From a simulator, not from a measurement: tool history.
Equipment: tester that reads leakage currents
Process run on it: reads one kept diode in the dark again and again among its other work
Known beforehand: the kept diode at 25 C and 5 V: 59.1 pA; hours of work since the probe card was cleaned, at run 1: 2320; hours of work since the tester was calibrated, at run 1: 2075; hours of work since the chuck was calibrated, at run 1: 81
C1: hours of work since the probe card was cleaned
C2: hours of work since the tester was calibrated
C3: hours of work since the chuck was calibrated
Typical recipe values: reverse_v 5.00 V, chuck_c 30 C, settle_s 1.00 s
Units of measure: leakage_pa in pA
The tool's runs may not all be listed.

Run 1, hour 0.0: usual settings; C1 2320; C2 2075; C3 81. Result: leakage_pa 95.61 pA.
Run 2, hour 61.8: usual settings; C1 2356; C2 2111; C3 117. Result: leakage_pa 95.12 pA.
Run 3, hour 132.8: usual settings but settle_s 1.13 s; C1 2397; C2 2152; C3 159. Result: leakage_pa 95.38 pA.
Run 4, hour 193.2: usual settings but settle_s 1.13 s; C1 2432; C2 2187; C3 194. Result: leakage_pa 94.55 pA.
Run 5, hour 262.6: usual settings but reverse_v 2.87 V; C1 2472; C2 2228; C3 234. Result: leakage_pa 77.77 pA.
Run 6, hour 353.0: usual settings but reverse_v 2.87 V; C1 2525; C2 2280; C3 287. Result: leakage_pa 76.77 pA.
Run 7, hour 405.8: usual settings but reverse_v 3.50 V; C1 2556; C2 2311; C3 317. Result: leakage_pa 82.20 pA.
Run 8, hour 483.6: usual settings but settle_s 2.66 s; C1 2601; C2 2356; C3 363. Result: leakage_pa 92.81 pA.
Run 9, hour 579.1: usual settings but reverse_v 13.31 V, settle_s 2.66 s; C1 2657; C2 2412; C3 418. Result: leakage_pa 134.66 pA.
At hour 606.3: probe card cleaned and baked.
Run 10, hour 668.2: usual settings but chuck_c 25 C; C1 36; C2 2462; C3 468. Result: leakage_pa 55.92 pA.
Run 11, hour 731.1: usual settings but chuck_c 35 C; C1 73; C2 2499; C3 505. Result: leakage_pa 124.90 pA.
Run 12, hour 818.3: usual settings but chuck_c 35 C; C1 123; C2 2549; C3 556. Result: leakage_pa 124.65 pA.
Run 13, hour 889.2: usual settings but chuck_c 35 C; C1 165; C2 2591; C3 597. Result: leakage_pa 123.36 pA.
Run 14, hour 977.2: usual settings but chuck_c 55 C; C1 216; C2 2642; C3 648. Result: leakage_pa 537.62 pA.
Run 15, hour 1036.1: usual settings but chuck_c 55 C; C1 250; C2 2676; C3 683. Result: leakage_pa 535.19 pA.
Run 16, hour 1099.2: usual settings but reverse_v 6.85 V; C1 287; C2 2713; C3 719. Result: leakage_pa 91.08 pA.
Run 17, hour 1164.9: usual settings but reverse_v 6.85 V; C1 325; C2 2751; C3 758. Result: leakage_pa 90.02 pA.
Run 18, hour 1263.6: usual settings but reverse_v 6.85 V; C1 383; C2 2809; C3 815. Result: leakage_pa 89.68 pA.
Run 19, hour 1313.3: usual settings but reverse_v 6.85 V; C1 412; C2 2838; C3 844. Result: leakage_pa 89.69 pA.
Run 20, hour 1404.1: usual settings; C1 464; C2 2890; C3 897. Result: leakage_pa 80.37 pA.
At hour 1472.2: tester calibrated.
Run 21, hour 1497.6: usual settings but reverse_v 19.29 V, chuck_c 48 C, settle_s 6.78 s; C1 518; C2 15; C3 950. Result: leakage_pa 474.95 pA.
At hour 1528.0: chuck's temperature calibrated.
Run 22, hour 1565.7: usual settings but chuck_c 35 C, settle_s 2.77 s; C1 556; C2 53; C3 22. Result: leakage_pa 132.34 pA.
Run 23, hour 1634.8: usual settings but chuck_c 35 C, settle_s 2.77 s; C1 596; C2 93; C3 62. Result: leakage_pa 132.54 pA.
Run 24, hour 1738.6: usual settings but chuck_c 29 C; C1 657; C2 154; C3 123. Result: leakage_pa 82.32 pA.
Run 25, hour 1800.7: usual settings but chuck_c 39 C; C1 693; C2 190; C3 159. Result: leakage_pa 178.33 pA.
Run 26, hour 1896.2: usual settings but reverse_v 2.66 V, chuck_c 47 C, settle_s 6.04 s; C1 748; C2 246; C3 214. Result: leakage_pa 264.14 pA.
Run 27, hour 1961.6: usual settings but reverse_v 2.66 V, chuck_c 47 C, settle_s 6.04 s; C1 787; C2 284; C3 252. Result: leakage_pa 262.62 pA.
Run 28, hour 2004.8: usual settings but reverse_v 2.66 V, chuck_c 47 C, settle_s 6.04 s; C1 812; C2 309; C3 278. Result: leakage_pa 263.61 pA.
Run 29, hour 2084.0: usual settings but reverse_v 2.66 V, chuck_c 47 C, settle_s 6.04 s; C1 858; C2 355; C3 324. Result: leakage_pa 259.58 pA.
Run 30, hour 2133.8: usual settings but reverse_v 3.74 V, chuck_c 36 C, settle_s 1.53 s; C1 887; C2 384; C3 353. Result: leakage_pa 127.02 pA.
Run 31, hour 2216.9: usual settings but reverse_v 3.85 V, chuck_c 25 C, settle_s 1.53 s; C1 935; C2 432; C3 401. Result: leakage_pa 53.38 pA.
Run 32, hour 2278.2: usual settings but reverse_v 3.87 V, chuck_c 51 C; C1 971; C2 468; C3 437. Result: leakage_pa 382.66 pA.
Run 33, hour 2356.9: usual settings but reverse_v 10.45 V, chuck_c 46 C; C1 1017; C2 514; C3 482. Result: leakage_pa 364.66 pA.
Run 34, hour 2426.9: usual settings but reverse_v 5.97 V, settle_s 0.74 s; C1 1057; C2 555; C3 523. Result: leakage_pa 91.50 pA.
Run 35, hour 2514.5: usual settings but reverse_v 5.97 V, settle_s 0.74 s; C1 1108; C2 606; C3 574. Result: leakage_pa 90.86 pA.
Run 36, hour 2557.7: usual settings but reverse_v 11.18 V, chuck_c 36 C, settle_s 7.59 s; C1 1133; C2 631; C3 599. Result: leakage_pa 176.08 pA.
Run 37, hour 2638.8: usual settings but reverse_v 11.18 V, chuck_c 38 C, settle_s 0.75 s; C1 1181; C2 678; C3 647. Result: leakage_pa 203.88 pA.
Run 38, hour 2698.2: usual settings but reverse_v 1.30 V, chuck_c 41 C, settle_s 9.58 s; C1 1215; C2 712; C3 681. Result: leakage_pa 128.85 pA.

Expected results for the next run?
Run 39, hour 2763.6: usual settings but reverse_v 2.20 V, chuck_c 56 C, settle_s 2.29 s; C1 1253; C2 751; C3 719. Result: leakage_pa ?.

leakage_pa: 443.65 pA
Minus the tool's unlogged condition, the same run would have read leakage_pa 483.43 pA.
